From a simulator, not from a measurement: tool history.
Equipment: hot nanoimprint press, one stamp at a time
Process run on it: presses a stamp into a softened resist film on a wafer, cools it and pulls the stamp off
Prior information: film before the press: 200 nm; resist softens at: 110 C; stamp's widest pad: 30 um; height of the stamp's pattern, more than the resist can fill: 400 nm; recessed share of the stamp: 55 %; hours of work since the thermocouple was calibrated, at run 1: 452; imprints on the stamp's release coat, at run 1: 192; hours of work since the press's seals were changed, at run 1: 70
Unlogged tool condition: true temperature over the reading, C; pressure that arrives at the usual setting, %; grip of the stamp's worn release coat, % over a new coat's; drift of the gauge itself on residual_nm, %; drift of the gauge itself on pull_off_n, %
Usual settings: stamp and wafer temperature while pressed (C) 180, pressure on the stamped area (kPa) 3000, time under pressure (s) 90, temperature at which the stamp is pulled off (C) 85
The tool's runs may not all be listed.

run,hour,stamp and wafer temperature while pressed (C),pressure on the stamped area (kPa),time under pressure (s),temperature at which the stamp is pulled off (C),hours of work since the thermocouple was calibrated,imprints on the stamp's release coat,hours of work since the press's seals were changed,resist left under the stamp's widest pad (Å),greatest force while the stamp is pulled off (N)
1,0.0,180,3000,90,85,452,192,70,1040,109
2,8.6,180,3000,90,85,456,208,74,1038,110
3,15.7,180,3000,90,85,459,222,77,1036,109
4,20.2,180,3000,90,85,461,230,79,1042,110
5,26.8,180,3000,90,85,464,242,83,1037,109
6,33.4,180,3000,90,85,468,255,86,1045,106
7,42.5,180,3000,90,85,472,272,90,1038,108
8,48.1,187,3000,90,85,474,283,92,758,107
9,56.8,180,3000,90,85,478,299,96,1035,109
10,61.5,180,3000,90,85,480,308,98,1032,110
11,67.4,180,3940,90,85,483,319,101,896,108
12,74.7,180,3940,90,85,486,333,104,903,108
13,81.6,180,3940,90,85,490,346,108,904,109
14,87.5,180,3940,90,85,492,357,110,893,110
15,93.2,180,3000,90,85,495,368,113,1025,104
16,100.3,180,1830,68,85,498,381,116,1362,108
17,109.2,180,1830,68,85,502,398,120,1373,107
18,115.2,180,1830,68,85,505,409,123,1376,107
19,123.2,180,1830,68,90,509,425,127,1373,100
20,129.6,180,4160,86,81,512,437,130,885,114
21,134.2,180,4160,86,81,514,445,132,889,117
22,140.7,180,3000,90,76,517,458,135,1028,122
23,147.6,180,3000,90,76,520,471,138,1028,126
24,154.9,180,3000,90,76,523,484,141,1016,126
25,159.4,180,3000,90,76,525,493,143,1020,126
26,164.7,180,3000,90,76,528,503,146,1016,121
27,171.0,188,4500,90,74,531,515,149,573,132
# hour 172.9: gauge calibrated
28,179.7,188,4500,90,74,535,531,153,590,128
29,184.9,178,4440,128,82,537,541,155,824,114
30,189.8,178,4440,128,82,539,550,157,825,117

Measured result minus the same run's result without the hidden state. Both carry the same run-to-run variation, though not necessarily the same gauge scatter:
run,resist left under the stamp's widest pad (Å)
1,+1
2,+1
3,+0
4,-1
5,-2
6,-3
7,-4
8,-3
9,-5
10,-6
11,-6
12,-6
13,-8
14,-8
15,-10
16,-15
17,-17
18,-17
19,-19
20,-12
21,-12
22,-16
23,-16
24,-17
25,-18
26,-18
27,-11
28,+1
29,+1
30,+0
greatest force while the stamp is pulled off (N): within 1 of the measured result in every run.
